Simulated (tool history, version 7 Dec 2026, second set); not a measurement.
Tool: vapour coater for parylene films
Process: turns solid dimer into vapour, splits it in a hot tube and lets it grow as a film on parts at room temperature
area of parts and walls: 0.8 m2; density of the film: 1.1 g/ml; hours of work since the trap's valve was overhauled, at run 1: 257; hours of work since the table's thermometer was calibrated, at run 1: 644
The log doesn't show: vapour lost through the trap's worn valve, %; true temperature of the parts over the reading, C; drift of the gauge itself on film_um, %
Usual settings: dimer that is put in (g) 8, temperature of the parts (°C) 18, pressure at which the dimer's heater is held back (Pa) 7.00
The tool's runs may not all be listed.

run	day	dimer that is put in (g)	temperature of the parts (°C)	pressure at which the dimer's heater is held back (Pa)	hours of work since the trap's valve was overhauled	hours of work since the table's thermometer was calibrated	thickness of the film (nm)
1	0.000	8	18	7.00	257	644	4750
2	0.525	8	18	7.00	266	653	4710
3	1.142	8	18	2.86	277	664	5180
4	1.888	8	18	2.86	290	677	5150
5	2.758	6	18	2.86	305	692	3810
6	3.246	6	18	2.86	314	701	3870
7	3.700	6	18	2.86	322	708	3790
8	4.321	6	18	2.86	332	719	3810
9	5.046	6	18	2.86	345	732	3830
10	5.771	6	18	7.00	358	745	3530
11	6.646	6	18	7.00	373	760	3530
12	7.438	8	18	7.00	387	774	4730
13	8.204	8	15	7.00	400	787	5030
14	9.008	8	15	7.00	414	801	4910
15	9.762	8	15	3.62	427	814	5260
16	10.346	8	22	3.62	437	824	4700
17	11.004	8	14	7.00	449	836	5050
18	11.838	8	14	7.00	464	850	4980
19	12.271	8	18	7.00	471	858	4770
20	13.058	8	18	7.00	485	872	4650
21	14.004	8	18	7.00	501	888	4640
22	14.888	8	18	7.00	517	904	4800
23	15.362	7	18	7.00	525	912	4090
24	16.308	7	23	7.00	541	928	3880
25	17.029	11	23	8.15	554	941	5960
# day 17.742: trap's valve overhauled
26	18.196	6	15	7.00	8	958	3730
27	18.992	5	18	8.21	22	972	2950
28	19.475	8	13	7.45	30	981	5120
29	20.371	9	18	7.00	46	996	5370
30	20.912	9	18	7.00	55	1006	5380
31	21.675	9	18	2.06	69	1019	5910
32	22.575	13	18	3.46	84	1035	8080
33	22.983	4	24	5.17	91	1042	2210
34	23.467	4	24	5.17	100	1050	2230
35	24.229	8	18	7.13	113	1064	4710
36	24.983	6	23	10.90	126	1077	3230
37	25.483	8	26	3.51	135	1085	4430
38	26.308	12	11	7.00	149	1100	7960
39	26.896	7	28	4.08	160	1110	3670
40	27.442	7	28	4.08	169	1119	3690
41	28.179	7	28	4.08	182	1132	3750
42	28.946	8	23	4.08	195	1146	4620
43	29.888	8	23	4.08	212	1162	4650
44	30.642	5	23	10.02	225	1175	2620
45	31.562	7	11	10.62	241	1191	4490

Forecast each of these 3 alternatives for the next run:
A	32.154	5	28	10.62	251	1202	?
B	32.154	10	18	7.00	251	1202	?
C	32.154	7	11	10.62	251	1202	?

run	thickness of the film (nm)
A	2370
B	5880
C	4610
Without the tool's hidden state the same runs would have given:
run	thickness of the film (nm)
A	2370
B	5890
C	4620

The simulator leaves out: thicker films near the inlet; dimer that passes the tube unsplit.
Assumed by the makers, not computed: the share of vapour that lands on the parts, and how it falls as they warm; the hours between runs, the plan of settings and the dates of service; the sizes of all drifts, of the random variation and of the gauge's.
